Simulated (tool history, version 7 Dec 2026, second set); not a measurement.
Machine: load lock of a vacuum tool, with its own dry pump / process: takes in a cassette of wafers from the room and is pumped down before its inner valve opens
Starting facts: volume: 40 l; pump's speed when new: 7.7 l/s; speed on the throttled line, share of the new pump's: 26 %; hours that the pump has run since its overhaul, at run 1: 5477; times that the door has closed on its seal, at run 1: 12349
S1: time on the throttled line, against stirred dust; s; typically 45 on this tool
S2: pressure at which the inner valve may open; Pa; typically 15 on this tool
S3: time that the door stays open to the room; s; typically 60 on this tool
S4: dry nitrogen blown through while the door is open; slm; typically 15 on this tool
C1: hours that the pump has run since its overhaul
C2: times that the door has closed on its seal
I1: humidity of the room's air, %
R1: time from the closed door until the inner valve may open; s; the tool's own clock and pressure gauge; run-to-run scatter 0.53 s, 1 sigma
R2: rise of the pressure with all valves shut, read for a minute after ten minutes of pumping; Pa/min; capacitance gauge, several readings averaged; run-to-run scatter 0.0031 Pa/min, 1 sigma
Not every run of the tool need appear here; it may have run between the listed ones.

Run 1, hour 0.0: usual settings; C1 5477; C2 12349; I1 47.5. Result: R1 82.2 s, R2 0.101 Pa/min.
Run 2, hour 104.8: usual settings but S2 22 Pa; C1 5582; C2 12683; I1 43.3. Result: R1 79.9 s, R2 0.100 Pa/min.
Run 3, hour 201.8: usual settings but S2 22 Pa; C1 5679; C2 12993; I1 46.1. Result: R1 79.2 s, R2 0.103 Pa/min.
Run 4, hour 343.0: usual settings but S2 22 Pa; C1 5820; C2 13443; I1 44.5. Result: R1 79.4 s, R2 0.100 Pa/min.
Run 5, hour 418.3: usual settings but S2 22 Pa; C1 5895; C2 13684; I1 45.6. Result: R1 79.8 s, R2 0.106 Pa/min.
Run 6, hour 531.8: usual settings but S3 35 s; C1 6009; C2 14046; I1 42.8. Result: R1 81.9 s, R2 0.094 Pa/min.
Run 7, hour 676.4: usual settings but S3 35 s; C1 6154; C2 14508; I1 43.8. Result: R1 83.1 s, R2 0.096 Pa/min.
Run 8, hour 750.4: usual settings but S3 35 s; C1 6228; C2 14744; I1 43.2. Result: R1 81.9 s, R2 0.097 Pa/min.
Run 9, hour 894.3: usual settings but S3 35 s; C1 6371; C2 15203; I1 44.0. Result: R1 81.6 s, R2 0.095 Pa/min.
Run 10, hour 1043.1: usual settings but S3 150 s; C1 6520; C2 15678; I1 47.8. Result: R1 81.9 s, R2 0.136 Pa/min.
Run 11, hour 1155.6: usual settings but S3 150 s; C1 6633; C2 16037; I1 45.7. Result: R1 81.8 s, R2 0.140 Pa/min.
Run 12, hour 1242.6: usual settings but S3 150 s; C1 6720; C2 16315; I1 48.4. Result: R1 83.3 s, R2 0.140 Pa/min.
Run 13, hour 1340.1: usual settings but S1 24 s, S3 150 s; C1 6817; C2 16626; I1 42.9. Result: R1 66.4 s, R2 0.132 Pa/min.
Run 14, hour 1464.0: usual settings but S1 24 s, S3 150 s; C1 6941; C2 17021; I1 51.1. Result: R1 66.4 s, R2 0.148 Pa/min.
Run 15, hour 1570.2: usual settings but S1 24 s, S3 150 s; C1 7047; C2 17360; I1 43.3. Result: R1 66.7 s, R2 0.139 Pa/min.
Run 16, hour 1703.9: usual settings but S1 24 s, S3 150 s; C1 7181; C2 17787; I1 48.9. Result: R1 67.0 s, R2 0.145 Pa/min.
Run 17, hour 1851.8: usual settings but S2 16 Pa; C1 7329; C2 18259; I1 41.3. Result: R1 82.5 s, R2 0.126 Pa/min.
Run 18, hour 1924.7: usual settings; C1 7402; C2 18492; I1 44.6. Result: R1 82.4 s, R2 0.128 Pa/min.
Run 19, hour 2017.8: usual settings; C1 7495; C2 18789; I1 43.5. Result: R1 82.8 s, R2 0.130 Pa/min.
Run 20, hour 2157.3: usual settings but S1 50 s; C1 7634; C2 19234; I1 46.9. Result: R1 85.1 s, R2 0.132 Pa/min.
Run 21, hour 2217.9: usual settings but S1 29 s, S2 18 Pa, S3 90 s, S4 33 slm; C1 7695; C2 19427; I1 44.8. Result: R1 70.8 s, R2 0.121 Pa/min.
Run 22, hour 2350.9: usual settings but S2 16 Pa, S4 10 slm; C1 7828; C2 19852; I1 43.9. Result: R1 81.9 s, R2 0.141 Pa/min.
Run 23, hour 2500.6: usual settings but S1 37 s, S2 13 Pa, S4 4 slm; C1 7978; C2 20329; I1 44.0. Result: R1 78.1 s, R2 0.148 Pa/min.
Run 24, hour 2576.8: usual settings but S1 30 s, S2 13 Pa, S4 4 slm; C1 8054; C2 20572; I1 47.4. Result: R1 73.9 s, R2 0.155 Pa/min.
Run 25, hour 2674.0: usual settings but S1 43 s, S2 13 Pa, S4 38 slm; C1 8151; C2 20883; I1 44.1. Result: R1 82.4 s, R2 0.121 Pa/min.
Run 26, hour 2797.8: usual settings but S1 57 s, S2 28 Pa, S4 12 slm; C1 8275; C2 21278; I1 45.9. Result: R1 87.9 s, R2 0.148 Pa/min.
Run 27, hour 2878.4: usual settings but S3 152 s, S4 8 slm; C1 8356; C2 21535; I1 48.3. Result: R1 82.9 s, R2 0.179 Pa/min.
Run 28, hour 2963.7: usual settings but S3 152 s, S4 8 slm; C1 8441; C2 21808; I1 41.7. Result: R1 82.5 s, R2 0.172 Pa/min.
Run 29, hour 3068.6: usual settings but S1 68 s, S2 16 Pa, S3 152 s, S4 9 slm; C1 8546; C2 22142; I1 46.9. Result: R1 99.1 s, R2 0.179 Pa/min.
Run 30, hour 3165.1: usual settings but S1 68 s, S2 16 Pa, S3 152 s, S4 9 slm; C1 8642; C2 22450; I1 41.4. Result: R1 98.0 s, R2 0.179 Pa/min.
Run 31, hour 3308.3: usual settings but S1 61 s, S2 16 Pa, S3 152 s, S4 7 slm; C1 8785; C2 22907; I1 44.1. Result: R1 93.8 s, R2 0.181 Pa/min.
Run 32, hour 3389.8: usual settings but S1 35 s, S2 16 Pa, S3 152 s, S4 7 slm; C1 8867; C2 23167; I1 45.6. Result: R1 75.6 s, R2 0.185 Pa/min.
Run 33, hour 3513.9: usual settings but S1 49 s, S2 23 Pa, S3 35 s, S4 32 slm; C1 8991; C2 23563; I1 47.1. Result: R1 83.5 s, R2 0.137 Pa/min.
Run 34, hour 3600.8: usual settings but S1 49 s, S2 23 Pa, S3 35 s, S4 7 slm; C1 9078; C2 23841; I1 43.3. Result: R1 84.4 s, R2 0.153 Pa/min.
Run 35, hour 3714.8: usual settings but S1 49 s, S2 23 Pa, S3 35 s, S4 7 slm; C1 9192; C2 24205; I1 42.9. Result: R1 83.9 s, R2 0.156 Pa/min.
Run 36, hour 3824.7: usual settings but S1 49 s, S2 23 Pa, S3 35 s, S4 7 slm; C1 9302; C2 24555; I1 46.2. Result: R1 83.5 s, R2 0.164 Pa/min.
Run 37, hour 3929.2: usual settings but S1 83 s, S2 23 Pa, S3 132 s, S4 6 slm; C1 9406; C2 24889; I1 46.6. Result: R1 109.6 s, R2 0.190 Pa/min.

Alternative continuations, all from the tool just after run 37; predict every row:
Run A, hour 4014.7: usual settings but S1 25 s; C1 9492; C2 25162; I1 43.8. Result: R1 ?, R2 ?.
Run B, hour 4014.7: usual settings but S3 105 s, S4 9 slm; C1 9492; C2 25162; I1 42.5. Result: R1 ?, R2 ?.
Run C, hour 4014.7: usual settings but S1 39 s, S2 19 Pa, S3 42 s; C1 9492; C2 25162; I1 43.4. Result: R1 ?, R2 ?.

run    R1     R2
  A  69.3  0.162
  B  83.1  0.182
  C  78.0  0.156
With no hidden state in the tool, these same runs would have given:
run    R1     R2
  A  64.6  0.056
  B  79.0  0.076
  C  73.9  0.049

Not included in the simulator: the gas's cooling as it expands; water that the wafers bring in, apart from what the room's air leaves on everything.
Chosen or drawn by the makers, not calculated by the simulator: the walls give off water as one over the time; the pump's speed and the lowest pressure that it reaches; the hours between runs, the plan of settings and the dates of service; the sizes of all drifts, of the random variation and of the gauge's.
